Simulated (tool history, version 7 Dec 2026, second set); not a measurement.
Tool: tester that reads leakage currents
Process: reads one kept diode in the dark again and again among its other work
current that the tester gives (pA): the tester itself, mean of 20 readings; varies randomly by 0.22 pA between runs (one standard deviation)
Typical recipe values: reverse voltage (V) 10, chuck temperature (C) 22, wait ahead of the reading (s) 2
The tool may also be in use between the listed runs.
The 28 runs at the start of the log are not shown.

run,day,reverse voltage (V),chuck temperature (C),wait ahead of the reading (s),hours of work since the probe card was cleaned,hours of work since the tester was calibrated,hours of work since the chuck was calibrated,current that the tester gives (pA)
29,199.212,7.5,27,2,2494,1477,486,105.01
30,205.629,10,34,0.93,2569,1552,561,217.78
31,211.183,10,33,0.93,2634,1617,626,197.91
32,216.275,2.6,45,3.33,2694,1677,685,254.89
33,225.038,2.6,45,3.33,2796,1779,788,251.36
34,232.5,2.6,33,0.42,2883,1866,875,90.03
35,240.2,9,20,0.39,2974,1956,965,67.54
# day 243.871: chuck's temperature calibrated
36,249.921,4.2,35,0.66,3086,2069,71,162.35
37,254.908,4.2,35,0.66,3145,2128,129,161.01
38,260.475,4.2,25,0.66,3210,2193,194,68.96
39,269.171,4.2,25,0.66,3312,2295,296,68.78

What if the next run were any one of these 4? Each begins from the tool's condition after run 39:
A,278.675,7.3,52,2.01,3423,2406,407,?
B,278.675,4.2,46,0.66,3423,2406,407,?
C,278.675,4.2,28,1.09,3423,2406,407,?
D,278.675,1.6,22,2,3423,2406,407,?

run,current that the tester gives (pA)
A,837.38
B,382.6
C,85.83
D,29.31
With the hidden condition removed and each run's random variation left untouched, the same runs would have given:
run,current that the tester gives (pA)
A,874.4
B,398.06
C,80.92
D,27.26

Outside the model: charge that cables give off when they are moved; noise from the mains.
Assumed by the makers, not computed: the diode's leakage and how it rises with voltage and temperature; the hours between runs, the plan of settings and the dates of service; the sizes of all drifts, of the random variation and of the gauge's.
